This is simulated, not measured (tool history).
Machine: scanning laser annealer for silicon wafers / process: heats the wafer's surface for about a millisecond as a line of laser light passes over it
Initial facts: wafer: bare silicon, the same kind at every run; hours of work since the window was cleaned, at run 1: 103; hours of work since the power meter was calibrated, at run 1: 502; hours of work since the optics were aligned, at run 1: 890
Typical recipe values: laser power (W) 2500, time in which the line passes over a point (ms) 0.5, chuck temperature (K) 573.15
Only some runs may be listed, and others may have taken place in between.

run	hour	laser power (W)	time in which the line passes over a point (ms)	chuck temperature (K)	hours of work since the window was cleaned	hours of work since the power meter was calibrated	hours of work since the optics were aligned	highest temperature of the surface (K)
1	0	2500	0.5	573.15	103	502	890	1369.15
2	19.6	2500	0.5	573.15	117	516	904	1365.15
3	38	2500	0.5	573.15	130	529	917	1367.15
# hour 46.1: optics aligned, line set to its width
4	54.4	2500	0.5	573.15	138	537	6	1369.15
5	63.3	2500	0.5	573.15	145	544	12	1366.15
6	76.6	2500	0.5	573.15	154	553	22	1373.15
7	87.3	2500	0.5	605.15	162	561	29	1400.15
8	95.7	2500	0.561	573.15	168	567	35	1427.15
9	104.7	2309	0.396	609.15	174	573	42	1250.15
10	115.5	2203	0.372	609.15	182	581	50	1201.15
11	132.2	2236	0.5	573.15	194	593	62	1289.15
12	151	2236	0.5	573.15	207	606	75	1289.15

Estimate the outcome of run 13 from the log above:
13	164.4	2456	0.406	600.15	217	616	85	?

{"run 13": {"highest temperature of the surface (K)": 1292.15}}
If the tool had no hidden condition, the same run with the same run-to-run variation would have returned highest temperature of the surface (K) 1297.15.

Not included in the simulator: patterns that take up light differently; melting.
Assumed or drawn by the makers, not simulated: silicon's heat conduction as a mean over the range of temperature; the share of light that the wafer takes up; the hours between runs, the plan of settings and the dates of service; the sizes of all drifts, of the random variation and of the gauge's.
